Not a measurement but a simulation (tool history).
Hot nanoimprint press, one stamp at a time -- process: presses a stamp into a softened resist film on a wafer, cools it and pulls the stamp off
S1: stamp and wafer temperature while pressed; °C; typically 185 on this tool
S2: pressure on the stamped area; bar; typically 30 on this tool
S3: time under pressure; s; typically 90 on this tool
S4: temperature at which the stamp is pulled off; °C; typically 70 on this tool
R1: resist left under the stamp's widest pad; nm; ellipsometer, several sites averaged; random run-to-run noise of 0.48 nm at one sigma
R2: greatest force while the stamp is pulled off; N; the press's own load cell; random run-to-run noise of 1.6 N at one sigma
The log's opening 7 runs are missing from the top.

run,hour,S1,S2,S3,S4,R1,R2
8,144.5,185,30,90,70,128.6,172
9,168.1,185,30,90,70,128.9,179
10,191.4,185,30,90,70,130.3,180
11,210,185,30,90,70,129.4,183
# hour 221.8: stamp cleaned and given a new release coat
12,233.2,185,30,90,70,129.4,164
13,251.9,185,30,90,70,129.8,168
# hour 256.1: plate thermocouple calibrated
14,274.6,185,30,90,70,132.9,172
15,297.5,189,30,90,70,113.9,178
16,310.9,185,30,67,70,147.6,176
17,324.6,194,33.1,90,70,90.4,181
18,342.8,176,47.1,125,78,137.6,150
# hour 351.7: plate thermocouple calibrated, once more
# hour 368.4: stamp cleaned and given a new release coat
19,374.6,185,30,73,75,136.9,141
20,397.1,185,30,73,75,136.7,143
21,410.1,181,25,95,76,159,139
22,425.4,181,25,95,76,158.4,143
23,448.8,181,38,133,76,113.9,151
24,459,185,33.4,66,59,136,223
25,474.9,185,33.4,158,59,96.8,225
26,497.4,195,18.8,146,75,91.2,160
# hour 509.9: stamp cleaned and given a new release coat
27,521,184,36.7,94,58,118.9,208
28,533.4,182,30,90,70,144.2,164
29,554.3,182,30,90,70,144.3,169
30,568.5,194,30,61,67,107.7,186
31,588.5,187,27.4,61,67,144,190

Predict each of these 3 candidate next runs independently; none follows another, all start after run 31:
A,601,177,22.5,61,67,?,?
B,601,184,24.4,61,60,?,?
C,601,185,30,94,70,?,?

run,R1,R2
A,220.4,187
B,171.1,218
C,126.4,177
What these runs would have given with no unlogged condition in the tool:
run,R1,R2
A,213.9,169
B,164.8,197
C,120.5,159
